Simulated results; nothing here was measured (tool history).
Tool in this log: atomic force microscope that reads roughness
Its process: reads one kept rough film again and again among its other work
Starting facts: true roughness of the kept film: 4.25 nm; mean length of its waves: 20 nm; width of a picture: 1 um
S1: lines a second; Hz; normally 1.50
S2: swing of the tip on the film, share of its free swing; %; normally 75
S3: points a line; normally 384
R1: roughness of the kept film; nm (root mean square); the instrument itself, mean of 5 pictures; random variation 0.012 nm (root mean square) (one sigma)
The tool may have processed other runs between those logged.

{"run": 1, "hour": 0.0, "S1": 1.5, "S2": 75, "S3": 384, "R1": 2.79}
{"run": 2, "hour": 19.4, "S1": 1.5, "S2": 69, "S3": 384, "R1": 2.814}
{"hour": 26.6, "done": "new tip fitted"}
{"run": 3, "hour": 60.7, "S1": 1.95, "S2": 69, "S3": 384, "R1": 2.817}
{"run": 4, "hour": 79.3, "S1": 1.2, "S2": 69, "S3": 384, "R1": 2.841}
{"run": 5, "hour": 114.8, "S1": 1.2, "S2": 69, "S3": 384, "R1": 2.836}
{"run": 6, "hour": 135.1, "S1": 1.5, "S2": 75, "S3": 281, "R1": 2.748}
{"hour": 178.8, "done": "new tip fitted"}
{"run": 7, "hour": 178.9, "S1": 1.5, "S2": 75, "S3": 281, "R1": 2.748}
{"run": 8, "hour": 213.9, "S1": 1.5, "S2": 75, "S3": 281, "R1": 2.764}
{"run": 9, "hour": 247.4, "S1": 1.5, "S2": 75, "S3": 571, "R1": 2.817}
{"run": 10, "hour": 286.6, "S1": 1.13, "S2": 57, "S3": 575, "R1": 2.925}
{"run": 11, "hour": 327.0, "S1": 2.76, "S2": 57, "S3": 824, "R1": 2.879}

Forecast run 12:
{"hour": 331.1, "done": "new tip fitted"}
{"run": 12, "hour": 356.2, "S1": 2.76, "S2": 57, "S3": 266, "R1": "?"}

{"run 12": {"R1": 2.787}}
Without the tool's hidden state the same run would have given R1 2.789 nm (root mean square).
